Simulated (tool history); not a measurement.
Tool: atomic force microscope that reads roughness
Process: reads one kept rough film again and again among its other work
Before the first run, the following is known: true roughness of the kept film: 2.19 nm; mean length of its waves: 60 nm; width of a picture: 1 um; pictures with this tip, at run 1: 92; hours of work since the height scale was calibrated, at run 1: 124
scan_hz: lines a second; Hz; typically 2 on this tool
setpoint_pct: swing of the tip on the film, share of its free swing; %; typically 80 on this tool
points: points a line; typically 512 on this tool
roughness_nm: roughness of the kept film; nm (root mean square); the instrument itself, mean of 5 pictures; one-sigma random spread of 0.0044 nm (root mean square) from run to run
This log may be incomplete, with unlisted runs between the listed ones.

run   hour  scan_hz  setpoint_pct  points  pictures with this tip  hours of work since the height scale was calibrated  roughness_nm
  1      0        2            80     512                      92                                                  124         1.778
  2      9        2            80     512                     111                                                  130         1.771
  3   23.1        2            81     512                     140                                                  139         1.747
  4   40.1     1.27            80     512                     176                                                  150         1.838
      44.8  -- new tip fitted
  5   48.9        2            80     462                       8                                                  156         1.816
  6   60.4        2            80     512                      32                                                  163         1.797
  7     70     0.63            80     512                      52                                                  170         2.002
  8   80.3        2            80     799                      73                                                  176          1.79
  9     93        2            79     799                      99                                                  185         1.782
 10    107        2            79     799                     129                                                  194         1.783
 11  124.3        2            56     512                     164                                                  205         1.964
     134.9  -- new tip fitted
 12    141        2            80     512                      13                                                  216         1.809
 13  157.3        2            80     512                      47                                                  227         1.795
 14    173     0.87            84     276                      80                                                  237         1.913
 15  190.4     2.18            84     276                     116                                                  248         1.685
 16  200.3     2.18            84     276                     136                                                  255         1.676
 17  214.1     0.66            86     482                     165                                                  264         1.906
     223.7  -- new tip fitted
 18  223.7     0.64            84     665                       0                                                  270         1.987
 19  236.8     0.64            84     665                      27                                                  278         1.993
 20  249.6     2.65            72     869                      54                                                  287         1.833
 21  257.7     3.56            57     339                      70                                                  292         1.948
 22    266     3.56            74     507                      88                                                  298          1.71
 23  280.1        2            65     376                     117                                                  307         1.933
 24  291.6        2            77     959                     141                                                  314         1.795
 25  307.5        2            87     959                     174                                                  325         1.655

What differs in the tool's unlogged condition from the final listed run ahead of each entry between runs to the first listed run following it?
Logged between run 4 and run 5: new tip fitted (hour 44.8)
  radius of the tip, nm: 29.3 -> 11.4; height scale over the true one, %: 0.12 -> 0.13
  difference, measured minus the result without the unlogged condition, roughness_nm: -0.081 -> -0.004 nm (root mean square)
Logged between run 11 and run 12: new tip fitted (hour 134.9)
  radius of the tip, nm: 28.7 -> 11.7; height scale over the true one, %: 0.17 -> 0.18
  difference, measured minus the result without the unlogged condition, roughness_nm: -0.083 -> -0.004 nm (root mean square)
Logged between run 17 and run 18: new tip fitted (hour 223.7)
  radius of the tip, nm: 28.8 -> 10.2; height scale over the true one, %: 0.21 -> 0.22
  difference, measured minus the result without the unlogged condition, roughness_nm: -0.08 -> +0.003 nm (root mean square)
